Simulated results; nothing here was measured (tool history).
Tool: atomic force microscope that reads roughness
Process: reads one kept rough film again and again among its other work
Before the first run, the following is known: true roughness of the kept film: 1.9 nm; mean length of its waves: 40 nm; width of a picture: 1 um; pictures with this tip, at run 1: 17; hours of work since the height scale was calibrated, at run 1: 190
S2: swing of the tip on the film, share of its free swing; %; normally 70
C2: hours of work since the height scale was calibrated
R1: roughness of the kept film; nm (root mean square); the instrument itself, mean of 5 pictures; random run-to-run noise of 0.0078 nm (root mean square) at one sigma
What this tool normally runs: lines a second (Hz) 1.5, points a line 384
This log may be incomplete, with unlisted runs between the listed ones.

Run 1, hour 0: usual settings; pictures with this tip 17; C2 190. Result: R1 1.682 nm (root mean square).
Run 2, hour 19.5: usual settings; pictures with this tip 31; C2 198. Result: R1 1.645 nm (root mean square).
Run 3, hour 36.9: usual settings but points a line 300; pictures with this tip 44; C2 206. Result: R1 1.63 nm (root mean square).
Run 4, hour 49.7: usual settings but points a line 300; pictures with this tip 54; C2 212. Result: R1 1.63 nm (root mean square).
Run 5, hour 63.5: usual settings; pictures with this tip 64; C2 218. Result: R1 1.623 nm (root mean square).
Run 6, hour 79.4: usual settings; pictures with this tip 76; C2 225. Result: R1 1.595 nm (root mean square).
Run 7, hour 97.8: usual settings but S2 64 %; pictures with this tip 90; C2 233. Result: R1 1.637 nm (root mean square).
Run 8, hour 109: usual settings but lines a second (Hz) 2; pictures with this tip 99; C2 238. Result: R1 1.541 nm (root mean square).
Run 9, hour 128.1: usual settings but lines a second (Hz) 2; pictures with this tip 113; C2 247. Result: R1 1.522 nm (root mean square).
At hour 142.7: new tip fitted.
Run 10, hour 151.2: usual settings but lines a second (Hz) 0.9, S2 61 %; pictures with this tip 7; C2 257. Result: R1 1.763 nm (root mean square).
Run 11, hour 175.9: usual settings but lines a second (Hz) 1.15, S2 61 %; pictures with this tip 25; C2 268. Result: R1 1.731 nm (root mean square).
Run 12, hour 191.1: usual settings but lines a second (Hz) 1.15, S2 61 %; pictures with this tip 37; C2 275. Result: R1 1.72 nm (root mean square).
Run 13, hour 210.7: usual settings but lines a second (Hz) 0.63, S2 63 %; pictures with this tip 51; C2 284. Result: R1 1.731 nm (root mean square).
Run 14, hour 234.3: usual settings but lines a second (Hz) 2.04, S2 79 %, points a line 593; pictures with this tip 69; C2 294. Result: R1 1.473 nm (root mean square).

Run 15 is up next; what results do you expect?
Run 15, hour 256.4: usual settings but lines a second (Hz) 1.24, S2 55 %, points a line 877; pictures with this tip 86; C2 304. Result: R1 ?.

{"run 15": {"R1": 1.719}}
Take away the tool's hidden state, keep the run-to-run variation as it was, and the same run would have given R1 1.812 nm (root mean square).

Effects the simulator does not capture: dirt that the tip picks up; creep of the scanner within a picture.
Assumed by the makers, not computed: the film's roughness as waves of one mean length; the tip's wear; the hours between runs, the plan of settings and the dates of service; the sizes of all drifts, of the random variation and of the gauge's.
